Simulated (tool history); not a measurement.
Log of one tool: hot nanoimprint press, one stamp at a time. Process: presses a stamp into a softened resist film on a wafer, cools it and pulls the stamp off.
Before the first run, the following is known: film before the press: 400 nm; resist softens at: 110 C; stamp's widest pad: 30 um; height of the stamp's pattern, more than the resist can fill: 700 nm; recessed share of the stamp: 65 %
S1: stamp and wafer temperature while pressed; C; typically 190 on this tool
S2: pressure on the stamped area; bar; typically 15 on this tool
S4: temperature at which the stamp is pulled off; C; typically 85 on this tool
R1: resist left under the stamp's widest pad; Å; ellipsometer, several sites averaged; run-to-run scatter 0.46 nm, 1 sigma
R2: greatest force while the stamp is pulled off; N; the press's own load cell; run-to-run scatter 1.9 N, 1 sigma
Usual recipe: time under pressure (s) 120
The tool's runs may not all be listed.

{"run": 1, "hour": 0.0, "S1": 190, "S2": 15, "time under pressure (s)": 120, "S4": 85, "R1": 1477, "R2": 189}
{"run": 2, "hour": 65.8, "S1": 190, "S2": 15, "time under pressure (s)": 120, "S4": 85, "R1": 1465, "R2": 198}
{"hour": 82.5, "done": "plate thermocouple calibrated"}
{"hour": 127.3, "done": "stamp cleaned and given a new release coat"}
{"run": 3, "hour": 149.6, "S1": 190, "S2": 15, "time under pressure (s)": 120, "S4": 85, "R1": 1477, "R2": 194}
{"run": 4, "hour": 222.8, "S1": 190, "S2": 15, "time under pressure (s)": 120, "S4": 74, "R1": 1476, "R2": 256}
{"hour": 252.3, "done": "stamp cleaned and given a new release coat"}
{"run": 5, "hour": 284.3, "S1": 190, "S2": 15, "time under pressure (s)": 120, "S4": 74, "R1": 1473, "R2": 245}
{"hour": 333.4, "done": "press's hydraulic seals changed and the load cell set to zero"}
{"run": 6, "hour": 356.0, "S1": 190, "S2": 15, "time under pressure (s)": 120, "S4": 85, "R1": 1467, "R2": 196}
{"hour": 386.5, "done": "stamp cleaned and given a new release coat"}
{"run": 7, "hour": 396.3, "S1": 190, "S2": 15, "time under pressure (s)": 120, "S4": 85, "R1": 1459, "R2": 190}
{"run": 8, "hour": 437.9, "S1": 190, "S2": 15, "time under pressure (s)": 120, "S4": 81, "R1": 1465, "R2": 213}
{"run": 9, "hour": 489.7, "S1": 190, "S2": 15, "time under pressure (s)": 86, "S4": 81, "R1": 1661, "R2": 219}
{"hour": 517.4, "done": "stamp cleaned and given a new release coat"}
{"run": 10, "hour": 553.7, "S1": 190, "S2": 15, "time under pressure (s)": 86, "S4": 81, "R1": 1659, "R2": 213}
{"run": 11, "hour": 611.8, "S1": 190, "S2": 15, "time under pressure (s)": 86, "S4": 81, "R1": 1663, "R2": 217}
{"hour": 641.2, "done": "plate thermocouple calibrated"}
{"hour": 647.2, "done": "stamp cleaned and given a new release coat"}
{"run": 12, "hour": 656.2, "S1": 190, "S2": 15, "time under pressure (s)": 86, "S4": 81, "R1": 1710, "R2": 216}
{"run": 13, "hour": 711.3, "S1": 190, "S2": 15, "time under pressure (s)": 120, "S4": 85, "R1": 1482, "R2": 204}
{"hour": 776.0, "done": "stamp cleaned and given a new release coat"}
{"run": 14, "hour": 776.0, "S1": 190, "S2": 15, "time under pressure (s)": 120, "S4": 85, "R1": 1494, "R2": 194}
{"run": 15, "hour": 848.8, "S1": 196, "S2": 15.2, "time under pressure (s)": 81, "S4": 75, "R1": 1467, "R2": 252}
{"run": 16, "hour": 883.2, "S1": 183, "S2": 22.3, "time under pressure (s)": 120, "S4": 85, "R1": 1530, "R2": 199}

Run 17, settings as shown, results not yet in. Your forecast:
{"hour": 900.5, "done": "stamp cleaned and given a new release coat"}
{"run": 17, "hour": 953.9, "S1": 196, "S2": 22.3, "time under pressure (s)": 120, "S4": 81, "R1": "?", "R2": "?"}

{"run 17": {"R1": 1031, "R2": 218}}
On a tool with no hidden condition, and with the same random variation, this run would have come out at R1 1025 Å, R2 214 N.
